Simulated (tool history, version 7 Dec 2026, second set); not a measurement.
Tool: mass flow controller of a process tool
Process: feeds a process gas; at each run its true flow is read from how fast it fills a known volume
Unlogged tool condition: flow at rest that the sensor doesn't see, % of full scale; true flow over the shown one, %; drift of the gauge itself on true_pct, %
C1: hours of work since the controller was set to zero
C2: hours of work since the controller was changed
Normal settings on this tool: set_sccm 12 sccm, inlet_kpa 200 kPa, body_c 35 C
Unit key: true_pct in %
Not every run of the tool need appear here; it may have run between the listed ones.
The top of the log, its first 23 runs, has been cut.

{"run": 24, "hour": 1332.8, "set_sccm": 12, "inlet_kpa": 200, "body_c": 35, "C1": 1394, "C2": 1394, "true_pct": 98.56}
{"run": 25, "hour": 1409.2, "set_sccm": 12, "inlet_kpa": 211, "body_c": 23, "C1": 1451, "C2": 1451, "true_pct": 99.08}
{"run": 26, "hour": 1479.3, "set_sccm": 2, "inlet_kpa": 231, "body_c": 35, "C1": 1503, "C2": 1503, "true_pct": 101.49}
{"run": 27, "hour": 1549.6, "set_sccm": 2, "inlet_kpa": 231, "body_c": 35, "C1": 1555, "C2": 1555, "true_pct": 101.63}
{"run": 28, "hour": 1622.7, "set_sccm": 18, "inlet_kpa": 231, "body_c": 25, "C1": 1610, "C2": 1610, "true_pct": 99.92}
{"run": 29, "hour": 1702.9, "set_sccm": 18, "inlet_kpa": 231, "body_c": 24, "C1": 1669, "C2": 1669, "true_pct": 100.1}
{"run": 30, "hour": 1736.2, "set_sccm": 18, "inlet_kpa": 231, "body_c": 24, "C1": 1694, "C2": 1694, "true_pct": 100}
{"run": 31, "hour": 1793.8, "set_sccm": 6, "inlet_kpa": 180, "body_c": 35, "C1": 1737, "C2": 1737, "true_pct": 98.5}
{"run": 32, "hour": 1828.8, "set_sccm": 12, "inlet_kpa": 200, "body_c": 26, "C1": 1763, "C2": 1763, "true_pct": 99.02}
{"run": 33, "hour": 1880.1, "set_sccm": 12, "inlet_kpa": 200, "body_c": 26, "C1": 1801, "C2": 1801, "true_pct": 98.91}
{"run": 34, "hour": 1939.4, "set_sccm": 12, "inlet_kpa": 200, "body_c": 26, "C1": 1845, "C2": 1845, "true_pct": 99.01}
{"run": 35, "hour": 1973.7, "set_sccm": 10, "inlet_kpa": 196, "body_c": 26, "C1": 1870, "C2": 1870, "true_pct": 98.74}
{"run": 36, "hour": 2008.9, "set_sccm": 7, "inlet_kpa": 200, "body_c": 21, "C1": 1897, "C2": 1897, "true_pct": 99.01}
{"run": 37, "hour": 2055.4, "set_sccm": 7, "inlet_kpa": 200, "body_c": 21, "C1": 1931, "C2": 1931, "true_pct": 99.09}
{"run": 38, "hour": 2135.5, "set_sccm": 3, "inlet_kpa": 157, "body_c": 21, "C1": 1991, "C2": 1991, "true_pct": 100.67}
{"run": 39, "hour": 2204.5, "set_sccm": 12, "inlet_kpa": 185, "body_c": 21, "C1": 2042, "C2": 2042, "true_pct": 99.02}
{"run": 40, "hour": 2255.5, "set_sccm": 12, "inlet_kpa": 185, "body_c": 21, "C1": 2080, "C2": 2080, "true_pct": 99.08}
{"run": 41, "hour": 2326.7, "set_sccm": 10, "inlet_kpa": 165, "body_c": 21, "C1": 2133, "C2": 2133, "true_pct": 98.74}
{"run": 42, "hour": 2378.0, "set_sccm": 14, "inlet_kpa": 197, "body_c": 25, "C1": 2171, "C2": 2171, "true_pct": 99.41}
{"run": 43, "hour": 2441.6, "set_sccm": 3, "inlet_kpa": 197, "body_c": 25, "C1": 2218, "C2": 2218, "true_pct": 101.29}
{"run": 44, "hour": 2476.8, "set_sccm": 2, "inlet_kpa": 193, "body_c": 22, "C1": 2244, "C2": 2244, "true_pct": 103.63}
{"run": 45, "hour": 2520.4, "set_sccm": 13, "inlet_kpa": 204, "body_c": 22, "C1": 2276, "C2": 2276, "true_pct": 99.28}
{"run": 46, "hour": 2577.5, "set_sccm": 13, "inlet_kpa": 232, "body_c": 38, "C1": 2319, "C2": 2319, "true_pct": 99.04}
{"run": 47, "hour": 2643.7, "set_sccm": 2, "inlet_kpa": 200, "body_c": 35, "C1": 2368, "C2": 2368, "true_pct": 103.85}
{"run": 48, "hour": 2717.2, "set_sccm": 6, "inlet_kpa": 141, "body_c": 35, "C1": 2423, "C2": 2423, "true_pct": 98.62}

Predict each of these 5 candidate next runs independently; none follows another, all start after run 48:
{"run": "A", "hour": 2772.5, "set_sccm": 6, "inlet_kpa": 227, "body_c": 25, "C1": 2464, "C2": 2464, "true_pct": "?"}
{"run": "B", "hour": 2772.5, "set_sccm": 10, "inlet_kpa": 155, "body_c": 34, "C1": 2464, "C2": 2464, "true_pct": "?"}
{"run": "C", "hour": 2772.5, "set_sccm": 9, "inlet_kpa": 190, "body_c": 29, "C1": 2464, "C2": 2464, "true_pct": "?"}
{"run": "D", "hour": 2772.5, "set_sccm": 4, "inlet_kpa": 160, "body_c": 27, "C1": 2464, "C2": 2464, "true_pct": "?"}
{"run": "E", "hour": 2772.5, "set_sccm": 6, "inlet_kpa": 252, "body_c": 27, "C1": 2464, "C2": 2464, "true_pct": "?"}

run=A true_pct=99.68
run=B true_pct=98.53
run=C true_pct=98.97
run=D true_pct=100.21
run=E true_pct=99.81
Without the tool's unlogged condition, the same runs would have read:
run=A true_pct=97.77
run=B true_pct=97.73
run=C true_pct=97.98
run=D true_pct=96.92
run=E true_pct=97.9

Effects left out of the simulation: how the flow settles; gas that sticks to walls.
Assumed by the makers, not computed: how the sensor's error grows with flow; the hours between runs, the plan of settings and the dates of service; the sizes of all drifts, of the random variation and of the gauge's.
